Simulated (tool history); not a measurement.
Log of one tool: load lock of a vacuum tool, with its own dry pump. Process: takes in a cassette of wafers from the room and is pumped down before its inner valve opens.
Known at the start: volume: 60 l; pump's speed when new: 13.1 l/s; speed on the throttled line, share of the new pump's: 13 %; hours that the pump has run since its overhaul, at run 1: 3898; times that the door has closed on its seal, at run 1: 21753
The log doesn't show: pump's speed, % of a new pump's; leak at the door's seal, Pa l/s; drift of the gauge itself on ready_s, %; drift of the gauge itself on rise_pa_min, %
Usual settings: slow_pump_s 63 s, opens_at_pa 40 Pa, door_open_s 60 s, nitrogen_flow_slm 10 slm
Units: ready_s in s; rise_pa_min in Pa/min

run	hour	slow_pump_s	opens_at_pa	door_open_s	nitrogen_flow_slm	hours that the pump has run since its overhaul	times that the door has closed on its seal	incoming humidity of the room's air, %	ready_s	rise_pa_min
1	0.0	63	40	60	10	3898	21753	43.4	93.5	0.178
2	320.6	63	40	60	10	4218	23347	46.0	93.9	0.202
3	486.6	63	40	60	10	4384	24173	44.3	92.2	0.201
4	828.6	63	40	60	10	4726	25873	48.3	92.5	0.221
5	1077.2	63	40	60	10	4975	27110	45.4	94.5	0.232
6	1439.0	38	40	60	10	5337	28909	44.2	72.3	0.248
7	1750.4	38	40	60	10	5648	30457	44.2	72.7	0.269
8	1934.3	63	40	60	10	5832	31372	44.2	93.0	0.266
9	2250.9	89	40	60	10	6149	32946	45.7	116.1	0.287
10	2584.2	89	40	60	10	6482	34603	46.6	115.8	0.317
11	2942.6	63	40	60	10	6841	36385	42.3	95.1	0.329
12	3253.4	63	40	60	10	7151	37930	46.1	95.2	0.352
13	3554.0	63	40	60	10	7452	39425	45.3	95.2	0.378
14	3721.0	63	40	60	10	7619	40256	44.6	95.4	0.386
15	3882.6	63	40	60	10	7780	41059	43.6	95.6	0.401
# hour 4119.4: door's seal changed, seat wiped
16	4212.1	63	40	60	10	8108	461	45.6	95.4	0.055
17	4366.5	63	40	60	27	8263	1229	43.4	95.3	0.038
18	4624.9	63	40	60	10	8521	2514	43.0	95.2	0.053
19	4827.4	63	40	60	10	8724	3521	40.7	96.2	0.055
20	4994.8	105	40	150	13	8891	4353	45.1	131.1	0.079
21	5322.6	50	29	86	10	9219	5983	44.0	87.0	0.079
22	5641.9	58	35	60	8	9538	7571	48.6	92.6	0.085
23	5839.5	92	42	52	21	9736	8553	44.3	119.1	0.064
24	6049.3	63	40	105	10	9946	9596	45.4	98.2	0.100
25	6306.2	96	37	208	18	10203	10874	45.1	124.7	0.113
26	6632.4	96	37	208	18	10529	12496	46.4	124.6	0.124
27	6821.0	90	40	121	9	10717	13434	44.7	121.8	0.129
28	7114.4	63	43	60	11	11011	14892	47.0	97.9	0.122
29	7406.9	40	75	44	42	11303	16347	45.2	74.1	0.098
30	7583.4	63	40	79	33	11480	17225	43.9	97.5	0.116
31	7744.4	74	40	29	10	11641	18025	45.2	107.2	0.124
32	7921.3	39	40	41	9	11818	18905	48.3	77.9	0.137
33	8277.6	63	68	60	13	12174	20676	44.9	95.1	0.157
34	8483.4	63	79	117	10	12380	21700	43.2	93.7	0.179
35	8839.4	63	30	77	11	12736	23470	44.9	100.1	0.184
36	9104.2	75	42	93	6	13001	24787	44.9	109.9	0.208
37	9473.0	79	53	88	6	13369	26620	46.9	111.7	0.238

Hidden state at the last listed run before each entry between runs and at the first one after, where it differs:
Between runs 15 and 16: door's seal changed, seat wiped (hour 4119.4)
  pump's speed, % of a new pump's: 86.6 -> 86; leak at the door's seal, Pa l/s: 0.3466 -> 0.0041
  measured less the result without the state, ready_s: +4.4 -> +4.6 s; rise_pa_min: +0.352 -> +0.003 Pa/min

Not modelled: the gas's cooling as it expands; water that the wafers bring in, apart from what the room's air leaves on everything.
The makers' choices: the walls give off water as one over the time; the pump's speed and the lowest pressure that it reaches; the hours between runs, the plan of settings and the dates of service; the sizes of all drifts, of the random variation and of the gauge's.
